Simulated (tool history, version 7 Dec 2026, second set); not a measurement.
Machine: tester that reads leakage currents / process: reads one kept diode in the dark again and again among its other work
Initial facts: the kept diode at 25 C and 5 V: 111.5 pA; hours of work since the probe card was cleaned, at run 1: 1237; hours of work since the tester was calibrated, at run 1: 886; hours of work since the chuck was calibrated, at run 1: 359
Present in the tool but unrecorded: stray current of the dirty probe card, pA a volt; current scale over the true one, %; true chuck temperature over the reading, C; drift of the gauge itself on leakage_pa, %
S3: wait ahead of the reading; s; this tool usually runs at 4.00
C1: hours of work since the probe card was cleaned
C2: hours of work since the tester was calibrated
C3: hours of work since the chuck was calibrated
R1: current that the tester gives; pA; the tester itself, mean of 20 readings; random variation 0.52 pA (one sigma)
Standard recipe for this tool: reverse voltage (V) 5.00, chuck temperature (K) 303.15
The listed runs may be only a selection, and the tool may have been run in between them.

{"run": 1, "day": 0.0, "reverse voltage (V)": 5.0, "chuck temperature (K)": 303.15, "S3": 4.0, "C1": 1237, "C2": 886, "C3": 359, "R1": 183.03}
{"run": 2, "day": 0.958, "reverse voltage (V)": 5.0, "chuck temperature (K)": 303.15, "S3": 4.0, "C1": 1250, "C2": 899, "C3": 372, "R1": 182.88}
{"run": 3, "day": 2.054, "reverse voltage (V)": 5.0, "chuck temperature (K)": 303.15, "S3": 4.0, "C1": 1264, "C2": 913, "C3": 386, "R1": 183.22}
{"run": 4, "day": 3.979, "reverse voltage (V)": 5.0, "chuck temperature (K)": 303.15, "S3": 4.0, "C1": 1289, "C2": 938, "C3": 411, "R1": 184.14}
{"run": 5, "day": 5.738, "reverse voltage (V)": 5.0, "chuck temperature (K)": 303.15, "S3": 4.0, "C1": 1312, "C2": 961, "C3": 434, "R1": 184.02}
{"run": 6, "day": 7.779, "reverse voltage (V)": 5.0, "chuck temperature (K)": 303.15, "S3": 4.0, "C1": 1339, "C2": 988, "C3": 461, "R1": 185.38}
{"run": 7, "day": 9.246, "reverse voltage (V)": 5.0, "chuck temperature (K)": 303.15, "S3": 4.0, "C1": 1358, "C2": 1007, "C3": 480, "R1": 185.76}
{"run": 8, "day": 11.421, "reverse voltage (V)": 17.27, "chuck temperature (K)": 303.15, "S3": 2.8, "C1": 1386, "C2": 1035, "C3": 508, "R1": 309.48}
{"run": 9, "day": 12.612, "reverse voltage (V)": 6.44, "chuck temperature (K)": 311.15, "S3": 0.81, "C1": 1402, "C2": 1051, "C3": 524, "R1": 403.7}
{"run": 10, "day": 14.554, "reverse voltage (V)": 10.3, "chuck temperature (K)": 306.15, "S3": 5.42, "C1": 1427, "C2": 1076, "C3": 549, "R1": 324.58}
{"run": 11, "day": 15.471, "reverse voltage (V)": 5.7, "chuck temperature (K)": 326.15, "S3": 3.96, "C1": 1439, "C2": 1088, "C3": 561, "R1": 1242.76}
{"run": 12, "day": 16.908, "reverse voltage (V)": 1.16, "chuck temperature (K)": 303.15, "S3": 1.43, "C1": 1458, "C2": 1107, "C3": 580, "R1": 103.39}
{"run": 13, "day": 18.354, "reverse voltage (V)": 16.65, "chuck temperature (K)": 295.15, "S3": 2.37, "C1": 1477, "C2": 1126, "C3": 599, "R1": 154.54}
{"run": 14, "day": 19.733, "reverse voltage (V)": 10.6, "chuck temperature (K)": 303.15, "S3": 2.12, "C1": 1495, "C2": 1144, "C3": 617, "R1": 255.63}

Some steps in R1, run to run, broken into two amounts with sign: the step expected even without the hidden condition (settings, incoming material, random variation), and the rest, left for the hidden condition together with whatever gauge scatter is not in both the measured and the hidden-condition-free result:
Run 11 -> 12: reverse voltage (V) 5.70 -> 1.16, chuck temperature (K) 326.15 -> 303.15, S3 3.96 -> 1.43. R1 -1139.37 pA: hidden state -61.22, all else -1078.15.
